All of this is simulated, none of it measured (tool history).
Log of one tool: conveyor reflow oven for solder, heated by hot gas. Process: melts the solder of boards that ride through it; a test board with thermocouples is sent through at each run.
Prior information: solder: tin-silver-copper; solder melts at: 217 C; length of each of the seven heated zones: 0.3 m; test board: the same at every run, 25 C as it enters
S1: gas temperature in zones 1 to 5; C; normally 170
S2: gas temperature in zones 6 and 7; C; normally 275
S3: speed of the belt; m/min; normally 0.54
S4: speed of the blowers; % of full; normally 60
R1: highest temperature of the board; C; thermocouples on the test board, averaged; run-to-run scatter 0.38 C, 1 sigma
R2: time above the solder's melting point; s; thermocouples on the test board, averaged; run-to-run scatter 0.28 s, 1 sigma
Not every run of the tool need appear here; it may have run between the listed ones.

run,day,S1,S2,S3,S4,R1,R2
1,0.000,170,275,0.54,60,256.9,51.6
2,0.854,170,275,0.54,60,257.0,51.4
3,2.438,170,271,0.54,60,253.8,49.9
4,3.908,170,275,0.54,60,256.6,51.3
5,4.729,170,275,0.54,60,256.4,51.3
6,5.946,170,275,0.54,60,256.8,51.2
7,7.054,170,289,0.54,60,269.3,57.8
8,7.933,170,289,0.54,60,269.4,57.3
9,9.146,170,289,0.54,60,269.1,57.4

Run 10 has not been measured yet. What should we expect?
10,10.042,170,281,0.54,69,?,?

Run 10 came out at R1 265.3 C, R2 56.0 s.
With no hidden state in the tool, this same run would have given R1 265.0 C, R2 55.5 s.

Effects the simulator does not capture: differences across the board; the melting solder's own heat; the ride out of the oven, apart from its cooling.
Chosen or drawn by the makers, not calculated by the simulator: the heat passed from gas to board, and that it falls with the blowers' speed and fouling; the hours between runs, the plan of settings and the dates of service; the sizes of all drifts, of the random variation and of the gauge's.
